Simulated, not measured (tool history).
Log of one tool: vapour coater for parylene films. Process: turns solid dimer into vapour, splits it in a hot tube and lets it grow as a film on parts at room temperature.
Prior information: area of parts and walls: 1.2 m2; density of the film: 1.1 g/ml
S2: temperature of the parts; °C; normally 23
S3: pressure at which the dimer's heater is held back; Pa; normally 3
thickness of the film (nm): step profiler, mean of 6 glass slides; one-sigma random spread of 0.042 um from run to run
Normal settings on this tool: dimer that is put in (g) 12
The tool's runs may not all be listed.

{"run": 1, "hour": 0.0, "dimer that is put in (g)": 12, "S2": 23, "S3": 3, "thickness of the film (nm)": 5200}
{"hour": 12.6, "done": "trap's valve overhauled"}
{"run": 2, "hour": 18.4, "dimer that is put in (g)": 12, "S2": 23, "S3": 3, "thickness of the film (nm)": 5350}
{"run": 3, "hour": 31.8, "dimer that is put in (g)": 12, "S2": 23, "S3": 3, "thickness of the film (nm)": 5290}
{"run": 4, "hour": 45.0, "dimer that is put in (g)": 12, "S2": 23, "S3": 3, "thickness of the film (nm)": 5240}
{"run": 5, "hour": 59.0, "dimer that is put in (g)": 12, "S2": 23, "S3": 3, "thickness of the film (nm)": 5230}
{"run": 6, "hour": 69.6, "dimer that is put in (g)": 8, "S2": 23, "S3": 3, "thickness of the film (nm)": 3490}
{"run": 7, "hour": 77.2, "dimer that is put in (g)": 8, "S2": 23, "S3": 3, "thickness of the film (nm)": 3550}
{"run": 8, "hour": 90.3, "dimer that is put in (g)": 20, "S2": 23, "S3": 3, "thickness of the film (nm)": 8810}
{"run": 9, "hour": 103.8, "dimer that is put in (g)": 20, "S2": 23, "S3": 3, "thickness of the film (nm)": 8940}
{"run": 10, "hour": 111.8, "dimer that is put in (g)": 13, "S2": 23, "S3": 3, "thickness of the film (nm)": 5810}
{"run": 11, "hour": 129.1, "dimer that is put in (g)": 13, "S2": 23, "S3": 3, "thickness of the film (nm)": 5670}
{"run": 12, "hour": 141.4, "dimer that is put in (g)": 16, "S2": 23, "S3": 3, "thickness of the film (nm)": 6950}
{"run": 13, "hour": 156.8, "dimer that is put in (g)": 16, "S2": 23, "S3": 8.83, "thickness of the film (nm)": 5920}
{"run": 14, "hour": 168.0, "dimer that is put in (g)": 14, "S2": 16, "S3": 2.38, "thickness of the film (nm)": 7860}
{"run": 15, "hour": 176.5, "dimer that is put in (g)": 16, "S2": 16, "S3": 3.53, "thickness of the film (nm)": 8450}
{"run": 16, "hour": 189.8, "dimer that is put in (g)": 19, "S2": 26, "S3": 3, "thickness of the film (nm)": 7610}

For run 17, what comes out?
{"run": 17, "hour": 199.0, "dimer that is put in (g)": 15, "S2": 31, "S3": 2.75, "thickness of the film (nm)": "?"}

Run 17 measured thickness of the film (nm) 5220.
With the hidden condition absent and the run-to-run variation left alone, this run would have shown thickness of the film (nm) 5230.
